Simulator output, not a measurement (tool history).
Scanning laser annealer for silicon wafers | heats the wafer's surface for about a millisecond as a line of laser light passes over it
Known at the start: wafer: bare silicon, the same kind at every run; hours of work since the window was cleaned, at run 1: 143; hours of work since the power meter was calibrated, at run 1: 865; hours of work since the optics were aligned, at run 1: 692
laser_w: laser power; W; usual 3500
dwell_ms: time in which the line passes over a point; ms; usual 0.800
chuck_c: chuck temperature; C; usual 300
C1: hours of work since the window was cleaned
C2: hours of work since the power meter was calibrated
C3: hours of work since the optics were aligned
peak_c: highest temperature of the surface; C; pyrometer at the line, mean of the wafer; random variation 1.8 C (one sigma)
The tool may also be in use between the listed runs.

{"run": 1, "hour": 0.0, "laser_w": 3500, "dwell_ms": 0.8, "chuck_c": 300, "C1": 143, "C2": 865, "C3": 692, "peak_c": 994}
{"run": 2, "hour": 22.9, "laser_w": 3500, "dwell_ms": 0.8, "chuck_c": 300, "C1": 158, "C2": 880, "C3": 706, "peak_c": 994}
{"run": 3, "hour": 40.1, "laser_w": 3500, "dwell_ms": 0.8, "chuck_c": 300, "C1": 169, "C2": 891, "C3": 717, "peak_c": 992}
{"run": 4, "hour": 57.2, "laser_w": 3500, "dwell_ms": 0.8, "chuck_c": 300, "C1": 179, "C2": 902, "C3": 728, "peak_c": 991}
{"run": 5, "hour": 85.7, "laser_w": 3720, "dwell_ms": 0.8, "chuck_c": 300, "C1": 197, "C2": 920, "C3": 746, "peak_c": 1043}
{"run": 6, "hour": 105.5, "laser_w": 3247, "dwell_ms": 0.8, "chuck_c": 300, "C1": 210, "C2": 932, "C3": 759, "peak_c": 927}
{"run": 7, "hour": 142.9, "laser_w": 3500, "dwell_ms": 0.8, "chuck_c": 300, "C1": 234, "C2": 956, "C3": 782, "peak_c": 984}
{"run": 8, "hour": 173.5, "laser_w": 3500, "dwell_ms": 0.8, "chuck_c": 300, "C1": 253, "C2": 975, "C3": 802, "peak_c": 987}
{"run": 9, "hour": 208.3, "laser_w": 3183, "dwell_ms": 0.8, "chuck_c": 300, "C1": 275, "C2": 997, "C3": 824, "peak_c": 910}
{"run": 10, "hour": 242.2, "laser_w": 3628, "dwell_ms": 0.8, "chuck_c": 300, "C1": 296, "C2": 1019, "C3": 845, "peak_c": 1012}
{"run": 11, "hour": 272.7, "laser_w": 3628, "dwell_ms": 0.8, "chuck_c": 300, "C1": 316, "C2": 1038, "C3": 864, "peak_c": 1012}
{"run": 12, "hour": 309.5, "laser_w": 3628, "dwell_ms": 0.8, "chuck_c": 300, "C1": 339, "C2": 1061, "C3": 888, "peak_c": 1011}
{"run": 13, "hour": 329.0, "laser_w": 3628, "dwell_ms": 0.8, "chuck_c": 300, "C1": 351, "C2": 1073, "C3": 900, "peak_c": 1010}
{"run": 14, "hour": 348.9, "laser_w": 3628, "dwell_ms": 0.8, "chuck_c": 300, "C1": 364, "C2": 1086, "C3": 913, "peak_c": 1012}
{"hour": 359.5, "done": "window over the wafer cleaned"}
{"run": 15, "hour": 369.6, "laser_w": 3628, "dwell_ms": 0.8, "chuck_c": 300, "C1": 6, "C2": 1098, "C3": 924, "peak_c": 1026}
{"run": 16, "hour": 401.5, "laser_w": 3305, "dwell_ms": 0.829, "chuck_c": 324, "C1": 27, "C2": 1118, "C3": 945, "peak_c": 979}
{"run": 17, "hour": 438.6, "laser_w": 3305, "dwell_ms": 0.829, "chuck_c": 302, "C1": 50, "C2": 1142, "C3": 968, "peak_c": 958}
{"run": 18, "hour": 463.2, "laser_w": 3305, "dwell_ms": 0.829, "chuck_c": 302, "C1": 66, "C2": 1157, "C3": 984, "peak_c": 954}
{"run": 19, "hour": 478.6, "laser_w": 3433, "dwell_ms": 0.829, "chuck_c": 307, "C1": 75, "C2": 1167, "C3": 993, "peak_c": 992}
{"run": 20, "hour": 504.5, "laser_w": 3433, "dwell_ms": 0.829, "chuck_c": 307, "C1": 92, "C2": 1183, "C3": 1010, "peak_c": 990}
{"run": 21, "hour": 529.3, "laser_w": 3433, "dwell_ms": 0.829, "chuck_c": 307, "C1": 107, "C2": 1199, "C3": 1025, "peak_c": 992}
{"hour": 540.8, "done": "optics aligned, line set to its width"}
{"run": 22, "hour": 561.3, "laser_w": 3500, "dwell_ms": 0.628, "chuck_c": 279, "C1": 125, "C2": 1216, "C3": 13, "peak_c": 904}
{"run": 23, "hour": 589.1, "laser_w": 3513, "dwell_ms": 0.628, "chuck_c": 281, "C1": 142, "C2": 1234, "C3": 31, "peak_c": 903}

The next listed run, before its measurement:
{"run": 24, "hour": 627.0, "laser_w": 3500, "dwell_ms": 0.8, "chuck_c": 302, "C1": 166, "C2": 1258, "C3": 55, "peak_c": "?"}

{"run 24": {"peak_c": 1001}}
Without the tool's hidden state the same run would have given peak_c 1020 C.
